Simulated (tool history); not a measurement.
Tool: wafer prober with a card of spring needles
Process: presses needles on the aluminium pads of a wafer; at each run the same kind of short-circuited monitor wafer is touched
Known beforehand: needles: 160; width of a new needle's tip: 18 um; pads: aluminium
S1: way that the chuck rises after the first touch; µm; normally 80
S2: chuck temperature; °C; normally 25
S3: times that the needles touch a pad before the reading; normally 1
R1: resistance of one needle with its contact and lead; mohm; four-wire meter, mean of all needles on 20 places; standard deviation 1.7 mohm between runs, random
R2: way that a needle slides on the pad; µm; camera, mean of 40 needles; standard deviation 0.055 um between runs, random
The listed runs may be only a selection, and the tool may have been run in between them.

Run 1, hour 0.0: usual settings. Result: R1 167 mohm, R2 19.99 µm.
Run 2, hour 10.4: usual settings. Result: R1 197 mohm, R2 19.99 µm.
Run 3, hour 21.0: usual settings but S1 91 µm. Result: R1 197 mohm, R2 22.66 µm.
Run 4, hour 30.5: usual settings but S2 103 °C. Result: R1 218 mohm, R2 19.89 µm.
Run 5, hour 40.5: usual settings. Result: R1 211 mohm, R2 19.87 µm.
At hour 49.7: tips cleaned on abrasive film.
Run 6, hour 54.7: usual settings. Result: R1 186 mohm, R2 19.86 µm.
Run 7, hour 66.4: usual settings. Result: R1 204 mohm, R2 19.83 µm.
Run 8, hour 76.1: usual settings. Result: R1 207 mohm, R2 19.84 µm.
Run 9, hour 85.2: usual settings but S3 2. Result: R1 194 mohm, R2 19.87 µm.
Run 10, hour 97.5: usual settings but S3 2. Result: R1 191 mohm, R2 19.89 µm.
At hour 99.9: tips cleaned on abrasive film.
Run 11, hour 106.6: usual settings but S3 2. Result: R1 180 mohm, R2 19.92 µm.
Run 12, hour 113.0: usual settings but S3 2. Result: R1 184 mohm, R2 19.79 µm.
Run 13, hour 127.4: usual settings but S2 30 °C. Result: R1 208 mohm, R2 19.81 µm.
Run 14, hour 135.6: usual settings but S2 78 °C. Result: R1 219 mohm, R2 19.84 µm.
Run 15, hour 143.0: usual settings but S2 107 °C, S3 2. Result: R1 202 mohm, R2 19.95 µm.
At hour 149.5: tips cleaned on abrasive film.
Run 16, hour 152.1: usual settings but S2 34 °C, S3 2. Result: R1 174 mohm, R2 19.80 µm.
Run 17, hour 159.5: usual settings but S1 65 µm, S2 35 °C, S3 3. Result: R1 185 mohm, R2 16.14 µm.
Run 18, hour 168.0: usual settings. Result: R1 201 mohm, R2 19.93 µm.
Run 19, hour 180.6: usual settings but S1 95 µm. Result: R1 197 mohm, R2 23.68 µm.
Run 20, hour 193.1: usual settings but S2 27 °C. Result: R1 210 mohm, R2 19.84 µm.
At hour 198.9: tips cleaned on abrasive film.
Run 21, hour 207.9: usual settings but S2 27 °C. Result: R1 197 mohm, R2 19.83 µm.
Run 22, hour 221.3: usual settings but S2 27 °C. Result: R1 208 mohm, R2 19.80 µm.
Run 23, hour 236.6: usual settings but S1 91 µm, S2 34 °C. Result: R1 202 mohm, R2 22.73 µm.
At hour 247.9: tips cleaned on abrasive film.
Run 24, hour 250.1: usual settings but S1 91 µm, S2 71 °C. Result: R1 179 mohm, R2 22.59 µm.
Run 25, hour 265.6: usual settings but S1 91 µm, S2 36 °C. Result: R1 200 mohm, R2 22.58 µm.
Run 26, hour 278.3: usual settings but S1 91 µm, S2 38 °C, S3 2. Result: R1 185 mohm, R2 22.66 µm.
Run 27, hour 287.7: usual settings but S1 70 µm, S2 43 °C, S3 2. Result: R1 209 mohm, R2 17.36 µm.

Table of differences, measured result less the result of that run with no hidden state. Run-to-run variation is the same in both. Gauge scatter possibly is not:
Unlogged tool condition in this case: debris on the tips, nm; way that the needles fall short of the set height, um; tips' diameter, um; drift of the gauge itself on contact_mohm, %; drift of the gauge itself on scrub_um, %.
run   R1     R2
  1   +5  -0.11
  2  +32  -0.10
  3  +33  -0.10
  4  +40  -0.10
  5  +46  -0.10
  6  +22  -0.11
  7  +40  -0.12
  8  +44  -0.11
  9  +28  -0.12
 10  +28  -0.12
 11  +15  -0.14
 12  +22  -0.14
 13  +44  -0.13
 14  +43  -0.14
 15  +24  -0.14
 16   +9  -0.15
 17  +17  -0.15
 18  +41  -0.15
 19  +34  -0.15
 20  +46  -0.15
 21  +32  -0.17
 22  +43  -0.17
 23  +37  -0.17
 24   +8  -0.19
 25  +32  -0.18
 26  +21  -0.18
 27  +35  -0.18
